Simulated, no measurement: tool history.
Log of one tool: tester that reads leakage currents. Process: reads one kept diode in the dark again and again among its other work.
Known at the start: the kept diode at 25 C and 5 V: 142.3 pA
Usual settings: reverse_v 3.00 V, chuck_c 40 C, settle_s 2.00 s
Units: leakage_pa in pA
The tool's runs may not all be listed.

run	day	reverse_v	chuck_c	settle_s	leakage_pa
1	0.000	3.00	40	2.00	335.05
2	2.071	3.00	40	2.00	335.10
3	3.108	3.00	26	2.00	102.12
4	4.358	3.00	26	2.00	101.34
# day 6.021: chuck's temperature calibrated
5	6.021	3.00	26	2.00	120.06
6	7.067	3.00	26	2.00	119.94
7	8.696	3.00	40	2.34	387.89
8	9.962	3.00	43	2.34	491.99
9	11.158	3.00	40	2.00	386.82
10	12.167	3.00	40	2.00	385.56
11	13.904	3.00	40	2.00	385.64
12	16.088	3.00	40	2.00	384.20
13	17.071	1.85	40	2.00	301.44
14	18.683	1.85	40	2.00	299.58
15	19.879	15.63	27	2.00	297.17
16	20.867	18.93	27	2.00	327.18
17	23.088	5.48	24	2.00	134.61
18	24.367	3.00	20	1.35	68.58
19	26.300	3.00	20	1.35	68.63
20	28.712	1.09	24	2.14	58.16
21	30.108	12.08	40	2.00	764.52
22	32.421	3.00	58	0.33	1482.86
23	34.096	3.39	48	2.00	745.20

4 ways to go on from here, each from the tool as it stands after run 23. What would each give?
A	35.275	3.00	49	2.00	?
B	35.275	5.87	45	0.96	?
C	35.275	3.00	49	0.47	?
D	35.275	3.21	48	0.65	?

run	leakage_pa
A	761.32
B	782.43
C	757.14
D	727.63
Without the tool's hidden state the same runs would have given:
run	leakage_pa
A	799.28
B	821.19
C	794.82
D	763.93
